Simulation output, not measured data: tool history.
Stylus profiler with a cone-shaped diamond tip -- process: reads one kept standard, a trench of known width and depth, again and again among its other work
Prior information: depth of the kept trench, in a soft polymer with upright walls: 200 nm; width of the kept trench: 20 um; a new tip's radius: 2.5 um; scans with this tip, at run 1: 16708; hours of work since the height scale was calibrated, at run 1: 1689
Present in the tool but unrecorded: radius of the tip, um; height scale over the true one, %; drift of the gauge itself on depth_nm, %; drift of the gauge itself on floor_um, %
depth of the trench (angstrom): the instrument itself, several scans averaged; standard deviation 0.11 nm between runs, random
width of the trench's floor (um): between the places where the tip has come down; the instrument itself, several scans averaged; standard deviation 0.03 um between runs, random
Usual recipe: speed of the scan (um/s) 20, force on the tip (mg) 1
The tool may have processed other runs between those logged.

| run | hour | speed of the scan (um/s) | force on the tip (mg) | scans with this tip | hours of work since the height scale was calibrated | depth of the trench (angstrom) | width of the trench's floor (um) |
|---|---|---|---|---|---|---|---|
| 1 | 0 | 20 | 1 | 16708 | 1689 | 2031.8 | 17.07 |
| 2 | 75.5 | 20 | 1 | 17237 | 1742 | 2032.8 | 17.1 |
| 3 | 132.2 | 20 | 1 | 17635 | 1782 | 2031.2 | 17.08 |
| 4 | 184.5 | 20 | 1 | 18001 | 1819 | 2032 | 17.04 |
| 5 | 237.7 | 20 | 1 | 18374 | 1857 | 2031.8 | 17 |
|  | 267.8 | height scale calibrated on a step standard |
| 6 | 304.6 | 14 | 1 | 18840 | 26 | 2016.3 | 17.05 |
| 7 | 388.8 | 14 | 1 | 19429 | 86 | 2014.9 | 17.03 |
| 8 | 432.3 | 14 | 1.72 | 19734 | 116 | 2021 | 17.01 |
| 9 | 491.7 | 14 | 1.72 | 20150 | 159 | 2022.6 | 17 |
| 10 | 547.3 | 13 | 1.72 | 20540 | 198 | 2023 | 17.04 |
| 11 | 632.4 | 13 | 1.72 | 21136 | 258 | 2019.4 | 16.96 |
| 12 | 721.3 | 16 | 1.72 | 21759 | 321 | 2023 | 16.95 |
| 13 | 782.5 | 16 | 1.72 | 22188 | 365 | 2021.5 | 16.88 |
| 14 | 864.5 | 57 | 0.91 | 22763 | 423 | 2018.2 | 16.55 |
| 15 | 930.1 | 57 | 0.91 | 23222 | 469 | 2017.9 | 16.52 |
| 16 | 989.5 | 10 | 1.97 | 23639 | 511 | 2028.6 | 16.9 |
| 17 | 1044.3 | 8 | 1.06 | 24022 | 550 | 2019.6 | 16.87 |

What will run 18 give?
| 18 | 1131.6 | 23 | 0.42 | 24634 | 612 | ? | ? |

For run 18 the tool returned depth of the trench (angstrom) 2013.9, width of the trench's floor (um) 16.6.
If the tool had no hidden condition, the same run with the same run-to-run variation would have returned depth of the trench (angstrom) 2008, width of the trench's floor (um) 17.76.
